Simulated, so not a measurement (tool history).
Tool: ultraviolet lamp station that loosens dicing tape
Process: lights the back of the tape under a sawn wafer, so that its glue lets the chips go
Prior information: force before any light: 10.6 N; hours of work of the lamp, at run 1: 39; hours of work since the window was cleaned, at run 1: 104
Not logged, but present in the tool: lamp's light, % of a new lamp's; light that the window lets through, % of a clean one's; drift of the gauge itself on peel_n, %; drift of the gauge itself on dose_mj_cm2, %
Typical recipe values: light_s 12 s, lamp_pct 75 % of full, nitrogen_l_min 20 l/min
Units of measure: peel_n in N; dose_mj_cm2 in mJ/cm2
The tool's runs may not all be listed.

run	hour	light_s	lamp_pct	nitrogen_l_min	hours of work of the lamp	hours of work since the window was cleaned	peel_n	dose_mj_cm2
1	0	12	75	20	39	104	0.475	374
2	49.1	12	75	20	70	134	0.45	367
3	72.5	12	75	20	84	148	0.453	364
4	118.4	12	75	20	112	177	0.459	374
5	165.7	17	75	20	141	206	0.221	524
6	197.1	18	75	20	161	225	0.203	559
7	223	18	75	20	177	241	0.201	556
8	254.1	14	75	13	196	260	0.385	431
9	296.7	14	75	13	222	286	0.404	435
10	330.3	14	75	13	243	307	0.392	433
11	366.5	14	80	9	265	329	0.424	464
12	413.3	14	80	9	294	358	0.421	461
13	438	15	73	39	309	373	0.234	448

Consider 4 possible next runs. They are alternatives, not a sequence: every one starts from the tool as it was left by run 13. What does each give?
A	462.9	15	73	12	324	389	?	?
B	462.9	12	65	20	324	389	?	?
C	462.9	14	65	6	324	389	?	?
D	462.9	23	95	25	324	389	?	?

run	peel_n	dose_mj_cm2
A	0.381	455
B	0.629	325
C	0.877	375
D	0.143	896
Without the tool's unlogged condition, the same runs would have read:
run	peel_n	dose_mj_cm2
A	0.379	456
B	0.625	325
C	0.872	376
D	0.143	898

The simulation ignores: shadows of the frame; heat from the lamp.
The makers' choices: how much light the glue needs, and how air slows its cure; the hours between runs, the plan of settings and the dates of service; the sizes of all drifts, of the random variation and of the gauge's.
